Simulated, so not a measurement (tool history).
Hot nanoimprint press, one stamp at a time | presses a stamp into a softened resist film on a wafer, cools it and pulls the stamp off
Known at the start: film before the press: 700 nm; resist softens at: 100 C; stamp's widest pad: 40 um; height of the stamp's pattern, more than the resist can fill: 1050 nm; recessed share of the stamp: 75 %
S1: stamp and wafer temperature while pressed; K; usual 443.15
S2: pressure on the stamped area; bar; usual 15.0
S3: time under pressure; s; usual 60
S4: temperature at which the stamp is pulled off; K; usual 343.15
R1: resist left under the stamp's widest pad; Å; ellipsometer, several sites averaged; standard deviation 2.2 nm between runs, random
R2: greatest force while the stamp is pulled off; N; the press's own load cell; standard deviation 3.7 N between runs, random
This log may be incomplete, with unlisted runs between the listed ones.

run   hour      S1    S2   S3      S4    R1   R2
  1    0.0  443.15  15.0   60  343.15  3709  193
  2   11.2  443.15  15.0   60  343.15  3734  197
  3   24.2  443.15  15.0   60  343.15  3724  200
  4   37.5  443.15  15.0   60  343.15  3716  197
  5   46.1  443.15  15.0   60  343.15  3723  191
  6   59.8  433.15  15.0   60  343.15  5357  199
  7   70.9  433.15  15.0   60  343.15  5366  208
  8   76.8  433.15  15.0   60  343.15  5409  198
  9   84.5  433.15  15.0   60  343.15  5404  208
 10   94.4  433.15  15.0   60  343.15  5379  203
 11  104.3  433.15  15.0   60  343.15  5360  209
 12  113.0  433.15  15.0   60  343.15  5420  214
 13  125.8  433.15  15.0   60  343.15  5382  209
 14  133.9  443.15  15.0   60  334.15  3783  256
 15  142.8  443.15  15.0   60  334.15  3772  250
 16  150.4  443.15  15.0   60  334.15  3783  244
 17  160.5  431.15  18.3   60  334.15  5507  247
 18  168.7  433.15  14.5   60  343.15  5484  226
 19  176.4  433.15  14.5   60  343.15  5496  223
 20  182.2  433.15  14.5   60  343.15  5448  227
 21  188.7  455.15  15.0   52  343.15  2378  224
 22  195.8  443.15  15.0   48  343.15  4106  229
 23  209.5  443.15  15.0   48  343.15  4085  235
 24  217.8  449.15  16.9  116  339.15  2112  239
     235.3  -- stamp cleaned and given a new release coat
 25  237.9  449.15  16.9  116  335.15  2101  206
 26  250.5  437.15  15.0   60  344.15  4783  185
 27  256.2  437.15  15.0   60  344.15  4835  184
 28  267.9  451.15  21.1   56  349.15  2366  173
 29  279.8  444.15  21.1   39  349.15  3740  175
 30  293.8  448.15  21.1   67  349.15  2539  175
     303.5  -- plate thermocouple calibrated
 31  304.3  448.15  21.1   67  349.15  2423  171

A few steps of R1 between consecutive runs. Split each: what settings, incoming material and random variation would produce without the hidden state, and what is left over for the hidden state, along with gauge scatter present in only one of the two compared results (measured, and without hidden state):
Unlogged tool condition in this case: true temperature over the reading, C; pressure that arrives at the usual setting, %; grip of the stamp's worn release coat, % over a new coat's; drift of the gauge itself on residual_nm, %; drift of the gauge itself on pull_off_n, %.
Run 20 -> 21: S1 433.15 -> 455.15, S2 14.5 -> 15.0, S3 60 -> 52. R1 -3070 Å: hidden state -63, all else -3007.
Run 25 -> 26: S1 449.15 -> 437.15, S2 16.9 -> 15.0, S3 116 -> 60, S4 335.15 -> 344.15. R1 +2682 Å: hidden state +100, all else +2582.
Run 27 -> 28: S1 437.15 -> 451.15, S2 15.0 -> 21.1, S3 60 -> 56, S4 344.15 -> 349.15. R1 -2469 Å: hidden state -81, all else -2388.
Run 30 -> 31: plate thermocouple calibrated. R1 -116 Å: hidden state -141, all else +25.
